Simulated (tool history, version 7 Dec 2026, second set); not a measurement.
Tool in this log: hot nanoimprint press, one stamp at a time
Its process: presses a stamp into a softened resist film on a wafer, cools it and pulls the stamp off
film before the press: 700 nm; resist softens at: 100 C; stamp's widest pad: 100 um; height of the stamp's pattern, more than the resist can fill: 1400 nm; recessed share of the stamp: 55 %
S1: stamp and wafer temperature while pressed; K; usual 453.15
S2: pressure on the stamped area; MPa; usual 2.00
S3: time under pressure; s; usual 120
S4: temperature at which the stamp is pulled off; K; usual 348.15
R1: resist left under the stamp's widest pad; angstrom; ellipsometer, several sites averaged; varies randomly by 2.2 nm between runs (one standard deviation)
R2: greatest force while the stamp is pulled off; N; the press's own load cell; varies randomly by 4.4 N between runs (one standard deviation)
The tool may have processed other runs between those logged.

run   hour      S1    S2   S3      S4    R1   R2
  1    0.0  453.15  2.00  120  348.15  3780  312
  2   53.2  453.15  2.00  120  348.15  3808  327
      81.9  -- stamp cleaned and given a new release coat
      91.4  -- plate thermocouple calibrated
  3  132.0  453.15  2.00   83  348.15  4372  226
  4  225.9  453.15  2.00  120  344.15  3918  245
     283.5  -- plate thermocouple calibrated, once more
  5  307.8  453.15  2.00  120  344.15  3615  249
  6  375.5  453.15  2.00  120  344.15  3620  259
  7  436.5  443.15  2.17  120  348.15  5025  260
  8  493.1  443.15  2.17  120  351.15  5085  254
  9  544.6  453.15  2.92  120  333.15  3140  292
 10  639.6  457.15  2.92  120  333.15  2645  315
 11  737.7  455.15  2.68  199  348.15  2491  292

Selected run-to-run steps in R1, each split into two signed amounts: the part the tool would show with no hidden state at all (from settings, incoming material and random variation), and the remainder, which goes to the hidden state together with any gauge scatter not common to the measured and the hidden-state-free results:
Hidden state at play: true temperature over the reading, C; pressure that arrives at the usual setting, %; grip of the stamp's worn release coat, % over a new coat's; drift of the gauge itself on residual_nm, %; drift of the gauge itself on pull_off_n, %.
Run 4 -> 5: plate thermocouple calibrated, once more. R1 -303 angstrom: hidden state -320, all else +17.
Run 8 -> 9: S1 443.15 -> 453.15, S2 2.17 -> 2.92, S4 351.15 -> 333.15. R1 -1945 angstrom: hidden state +11, all else -1956.
